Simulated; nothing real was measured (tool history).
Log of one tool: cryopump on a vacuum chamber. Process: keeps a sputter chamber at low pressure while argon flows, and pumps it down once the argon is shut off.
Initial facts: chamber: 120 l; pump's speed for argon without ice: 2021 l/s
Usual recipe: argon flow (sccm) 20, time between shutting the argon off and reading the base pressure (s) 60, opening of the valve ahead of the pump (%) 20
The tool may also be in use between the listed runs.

| run | hour | argon flow (sccm) | time between shutting the argon off and reading the base pressure (s) | opening of the valve ahead of the pump (%) | pressure while argon flows (Pa) | pressure after the wait (uPa) |
|---|---|---|---|---|---|---|
| 1 | 0.0 | 20 | 60 | 20 | 0.0853 | 1.28 |
| 2 | 49.4 | 20 | 60 | 20 | 0.0853 | 1.32 |
| 3 | 96.5 | 20 | 60 | 20 | 0.0855 | 1.30 |
| 4 | 162.8 | 20 | 60 | 20 | 0.0862 | 1.33 |
| 5 | 258.9 | 20 | 60 | 20 | 0.0867 | 1.32 |
| 6 | 318.2 | 20 | 35 | 20 | 0.0868 | 2.16 |
| 7 | 417.8 | 20 | 60 | 18 | 0.0979 | 1.33 |
| 8 | 482.1 | 20 | 60 | 18 | 0.0960 | 1.36 |
| 9 | 554.9 | 20 | 60 | 18 | 0.0976 | 1.41 |
|  | 616.8 | pump warmed up, emptied and cooled again |
| 10 | 633.7 | 20 | 60 | 20 | 0.0839 | 1.38 |
| 11 | 687.5 | 20 | 60 | 20 | 0.0841 | 1.37 |
| 12 | 768.6 | 17 | 60 | 20 | 0.0716 | 1.39 |
| 13 | 818.5 | 17 | 60 | 20 | 0.0720 | 1.40 |
| 14 | 881.8 | 37 | 60 | 44 | 0.0737 | 1.43 |
| 15 | 973.5 | 25 | 92 | 48 | 0.0464 | 1.11 |

Predict the results of run 16:
| 16 | 1060.9 | 13 | 23 | 51 | ? | ? |

{"run 16": {"pressure while argon flows (Pa)": 0.022, "pressure after the wait (uPa)": 3.09}}
Were there no unlogged condition in the tool, this run, its random variation unchanged, would have produced pressure while argon flows (Pa) 0.0205, pressure after the wait (uPa) 2.82.

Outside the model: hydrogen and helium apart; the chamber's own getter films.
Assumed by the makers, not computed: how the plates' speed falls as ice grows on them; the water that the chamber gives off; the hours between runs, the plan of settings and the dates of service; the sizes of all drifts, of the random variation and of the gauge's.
